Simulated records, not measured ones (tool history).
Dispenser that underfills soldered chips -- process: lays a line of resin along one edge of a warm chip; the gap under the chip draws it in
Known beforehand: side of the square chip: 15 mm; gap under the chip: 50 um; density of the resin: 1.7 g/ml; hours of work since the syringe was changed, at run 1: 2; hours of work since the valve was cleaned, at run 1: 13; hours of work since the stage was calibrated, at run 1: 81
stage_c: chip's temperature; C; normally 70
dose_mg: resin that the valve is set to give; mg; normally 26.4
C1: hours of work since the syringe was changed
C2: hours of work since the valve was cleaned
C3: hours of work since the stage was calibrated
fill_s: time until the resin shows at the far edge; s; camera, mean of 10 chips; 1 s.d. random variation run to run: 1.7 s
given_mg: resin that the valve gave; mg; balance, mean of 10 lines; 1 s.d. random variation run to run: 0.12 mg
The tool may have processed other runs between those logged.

Run 1, hour 0.0: usual settings; C1 2; C2 13; C3 81. Result: fill_s 192.3 s, given_mg 25.95 mg.
Run 2, hour 3.8: usual settings; C1 4; C2 16; C3 83. Result: fill_s 226.0 s, given_mg 25.93 mg.
At hour 5.7: new syringe of resin.
Run 3, hour 6.4: usual settings; C1 0; C2 17; C3 84. Result: fill_s 180.4 s, given_mg 25.96 mg.
Run 4, hour 9.6: usual settings; C1 2; C2 19; C3 86. Result: fill_s 198.9 s, given_mg 25.69 mg.
Run 5, hour 13.2: usual settings; C1 5; C2 21; C3 89. Result: fill_s 230.8 s, given_mg 25.83 mg.
At hour 14.3: new syringe of resin.
Run 6, hour 17.0: usual settings but dose_mg 33.3 mg; C1 2; C2 24; C3 91. Result: fill_s 183.9 s, given_mg 32.48 mg.
Run 7, hour 22.3: usual settings but stage_c 59 C, dose_mg 33.3 mg; C1 5; C2 27; C3 94. Result: fill_s 322.2 s, given_mg 32.17 mg.
At hour 23.0: new syringe of resin.
Run 8, hour 28.2: usual settings but stage_c 59 C, dose_mg 33.3 mg; C1 3; C2 30; C3 98. Result: fill_s 298.6 s, given_mg 31.95 mg.
At hour 31.8: new syringe of resin.
Run 9, hour 34.0: usual settings but stage_c 59 C, dose_mg 33.3 mg; C1 1; C2 34; C3 101. Result: fill_s 255.9 s, given_mg 32.48 mg.
Run 10, hour 37.9: usual settings; C1 4; C2 36; C3 103. Result: fill_s 216.6 s, given_mg 25.67 mg.
At hour 40.5: new syringe of resin.
Run 11, hour 40.8: usual settings; C1 0; C2 38; C3 105. Result: fill_s 171.5 s, given_mg 25.46 mg.
Run 12, hour 46.1: usual settings; C1 3; C2 41; C3 108. Result: fill_s 211.5 s, given_mg 25.57 mg.
At hour 49.3: new syringe of resin.
Run 13, hour 51.1: usual settings but stage_c 82 C, dose_mg 26.6 mg; C1 1; C2 44; C3 111. Result: fill_s 125.0 s, given_mg 25.51 mg.
Run 14, hour 56.1: usual settings but stage_c 81 C, dose_mg 23.9 mg; C1 4; C2 47; C3 114. Result: fill_s 159.2 s, given_mg 22.97 mg.
At hour 58.2: new syringe of resin.
Run 15, hour 61.8: usual settings but stage_c 81 C, dose_mg 23.9 mg; C1 2; C2 50; C3 118. Result: fill_s 140.9 s, given_mg 22.93 mg.
At hour 66.7: new syringe of resin.
Run 16, hour 66.7: usual settings but stage_c 84 C, dose_mg 23.9 mg; C1 0; C2 53; C3 120. Result: fill_s 113.6 s, given_mg 22.81 mg.
Run 17, hour 70.6: usual settings but stage_c 60 C, dose_mg 23.9 mg; C1 2; C2 56; C3 123. Result: fill_s 292.8 s, given_mg 22.69 mg.
At hour 75.3: new syringe of resin.
Run 18, hour 76.0: usual settings but stage_c 60 C, dose_mg 23.9 mg; C1 0; C2 59; C3 126. Result: fill_s 258.6 s, given_mg 22.53 mg.
Run 19, hour 81.3: usual settings but stage_c 65 C, dose_mg 30.5 mg; C1 4; C2 62; C3 129. Result: fill_s 253.8 s, given_mg 28.79 mg.
At hour 83.8: new syringe of resin.
Run 20, hour 85.5: usual settings but stage_c 65 C, dose_mg 30.5 mg; C1 1; C2 65; C3 132. Result: fill_s 214.2 s, given_mg 28.82 mg.
Run 21, hour 89.9: usual settings but stage_c 65 C, dose_mg 30.5 mg; C1 4; C2 67; C3 134. Result: fill_s 251.6 s, given_mg 28.52 mg.
At hour 92.6: new syringe of resin.
Run 22, hour 95.7: usual settings but stage_c 58 C, dose_mg 27.2 mg; C1 2; C2 71; C3 138. Result: fill_s 292.3 s, given_mg 25.59 mg.
Run 23, hour 98.0: usual settings but stage_c 84 C, dose_mg 31.2 mg; C1 3; C2 72; C3 139. Result: fill_s 134.2 s, given_mg 29.21 mg.
At hour 101.2: new syringe of resin.
Run 24, hour 101.5: usual settings but stage_c 75 C, dose_mg 33.3 mg; C1 0; C2 74; C3 141. Result: fill_s 138.1 s, given_mg 31.30 mg.

Each row is a separate what-if for the run after 24, all from the same tool condition, not one after another. Results?
Run A, hour 106.7: usual settings but dose_mg 33.3 mg; C1 3; C2 77; C3 145. Result: fill_s ?, given_mg ?.
Run B, hour 106.7: usual settings but stage_c 75 C, dose_mg 29.8 mg; C1 3; C2 77; C3 145. Result: fill_s ?, given_mg ?.
Run C, hour 106.7: usual settings but stage_c 82 C, dose_mg 23.6 mg; C1 3; C2 77; C3 145. Result: fill_s ?, given_mg ?.
Run D, hour 106.7: usual settings but stage_c 63 C, dose_mg 29.4 mg; C1 3; C2 77; C3 145. Result: fill_s ?, given_mg ?.
Run E, hour 106.7: usual settings but stage_c 57 C, dose_mg 26.1 mg; C1 3; C2 77; C3 145. Result: fill_s ?, given_mg ?.

run  fill_s  given_mg
  A   200.9     30.78
  B   172.7     28.00
  C   151.9     22.16
  D   263.5     27.47
  E   333.7     24.36
The same runs, with their run-to-run variation unchanged, on a tool lacking any hidden condition would have given:
run  fill_s  given_mg
  A   165.6     33.06
  B   141.6     30.06
  C   122.3     23.79
  D   216.2     29.50
  E   271.7     26.15
